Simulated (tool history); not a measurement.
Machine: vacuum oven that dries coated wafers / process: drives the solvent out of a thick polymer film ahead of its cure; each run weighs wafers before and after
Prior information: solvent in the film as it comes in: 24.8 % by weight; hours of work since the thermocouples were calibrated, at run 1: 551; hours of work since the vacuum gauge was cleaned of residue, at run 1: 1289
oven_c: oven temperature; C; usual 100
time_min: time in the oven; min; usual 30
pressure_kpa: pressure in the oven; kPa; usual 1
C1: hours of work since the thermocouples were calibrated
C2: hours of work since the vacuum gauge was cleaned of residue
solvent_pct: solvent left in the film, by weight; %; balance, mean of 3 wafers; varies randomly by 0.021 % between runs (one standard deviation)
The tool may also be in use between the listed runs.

run 1 hour=0 | oven_c=100 time_min=30 pressure_kpa=1 | C1=551 C2=1289 | solvent_pct=2.81
run 2 hour=48.5 | oven_c=100 time_min=30 pressure_kpa=1 | C1=575 C2=1313 | solvent_pct=2.79
run 3 hour=111.8 | oven_c=102 time_min=30 pressure_kpa=1 | C1=606 C2=1345 | solvent_pct=2.16
run 4 hour=178.7 | oven_c=102 time_min=30 pressure_kpa=1 | C1=640 C2=1378 | solvent_pct=2.16
run 5 hour=240.8 | oven_c=102 time_min=30 pressure_kpa=1 | C1=670 C2=1409 | solvent_pct=2.17
run 6 hour=313.2 | oven_c=102 time_min=30 pressure_kpa=1 | C1=706 C2=1445 | solvent_pct=2.14
run 7 hour=384.6 | oven_c=102 time_min=30 pressure_kpa=1 | C1=742 C2=1480 | solvent_pct=2.11
-- hour=440.9 oven's thermocouples calibrated
run 8 hour=453.1 | oven_c=105 time_min=30 pressure_kpa=1 | C1=6 C2=1513 | solvent_pct=1.76
run 9 hour=518 | oven_c=105 time_min=30 pressure_kpa=1 | C1=38 C2=1546 | solvent_pct=1.76
run 10 hour=567.4 | oven_c=105 time_min=30 pressure_kpa=1 | C1=63 C2=1570 | solvent_pct=1.75
run 11 hour=648.1 | oven_c=100 time_min=46 pressure_kpa=1 | C1=103 C2=1610 | solvent_pct=1.6
run 12 hour=695 | oven_c=100 time_min=46 pressure_kpa=1 | C1=126 C2=1633 | solvent_pct=1.55
run 13 hour=756.9 | oven_c=100 time_min=46 pressure_kpa=1 | C1=157 C2=1664 | solvent_pct=1.56
run 14 hour=811.2 | oven_c=100 time_min=46 pressure_kpa=1 | C1=184 C2=1691 | solvent_pct=1.55
run 15 hour=848.7 | oven_c=100 time_min=46 pressure_kpa=1 | C1=203 C2=1710 | solvent_pct=1.57
run 16 hour=935.9 | oven_c=113 time_min=24 pressure_kpa=1 | C1=246 C2=1753 | solvent_pct=0.89
run 17 hour=982.9 | oven_c=113 time_min=24 pressure_kpa=1 | C1=269 C2=1777 | solvent_pct=0.91
run 18 hour=1043.7 | oven_c=100 time_min=30 pressure_kpa=2.13 | C1=300 C2=1807 | solvent_pct=3.59
run 19 hour=1100.2 | oven_c=105 time_min=38 pressure_kpa=1.86 | C1=328 C2=1835 | solvent_pct=1.44
run 20 hour=1188 | oven_c=100 time_min=30 pressure_kpa=2.94 | C1=371 C2=1879 | solvent_pct=3.84
run 21 hour=1264.3 | oven_c=111 time_min=43 pressure_kpa=1.24 | C1=409 C2=1916 | solvent_pct=0.64
run 22 hour=1322.7 | oven_c=100 time_min=53 pressure_kpa=0.63 | C1=438 C2=1945 | solvent_pct=1.07
run 23 hour=1376.2 | oven_c=102 time_min=31 pressure_kpa=1.32 | C1=465 C2=1972 | solvent_pct=2.45
run 24 hour=1413.3 | oven_c=93 time_min=50 pressure_kpa=0.9 | C1=483 C2=1990 | solvent_pct=3.13
run 25 hour=1448.7 | oven_c=88 time_min=30 pressure_kpa=3.34 | C1=501 C2=2008 | solvent_pct=9.71
run 26 hour=1536.1 | oven_c=109 time_min=34 pressure_kpa=3.34 | C1=544 C2=2052 | solvent_pct=1.53
run 27 hour=1620 | oven_c=109 time_min=34 pressure_kpa=3.34 | C1=586 C2=2093 | solvent_pct=1.51
run 28 hour=1674.4 | oven_c=100 time_min=19 pressure_kpa=1.38 | C1=613 C2=2120 | solvent_pct=5.94
run 29 hour=1721 | oven_c=100 time_min=37 pressure_kpa=3.35 | C1=636 C2=2143 | solvent_pct=3.11

What if the next run were any one of these 5? Each begins from the tool's condition after run 29:
run A hour=1777.6 | oven_c=89 time_min=35 pressure_kpa=1 | C1=664 C2=2172 | solvent_pct=?
run B hour=1777.6 | oven_c=88 time_min=39 pressure_kpa=2.1 | C1=664 C2=2172 | solvent_pct=?
run C hour=1777.6 | oven_c=102 time_min=15 pressure_kpa=1.45 | C1=664 C2=2172 | solvent_pct=?
run D hour=1777.6 | oven_c=99 time_min=30 pressure_kpa=1.82 | C1=664 C2=2172 | solvent_pct=?
run E hour=1777.6 | oven_c=109 time_min=42 pressure_kpa=3.35 | C1=664 C2=2172 | solvent_pct=?

run=A solvent_pct=7.07
run=B solvent_pct=7.39
run=C solvent_pct=6.55
run=D solvent_pct=3.78
run=E solvent_pct=1.38
Had the tool no hidden state, the same runs would have come out as:
run=A solvent_pct=6.74
run=B solvent_pct=7.03
run=C solvent_pct=6.38
run=D solvent_pct=3.49
run=E solvent_pct=1.1

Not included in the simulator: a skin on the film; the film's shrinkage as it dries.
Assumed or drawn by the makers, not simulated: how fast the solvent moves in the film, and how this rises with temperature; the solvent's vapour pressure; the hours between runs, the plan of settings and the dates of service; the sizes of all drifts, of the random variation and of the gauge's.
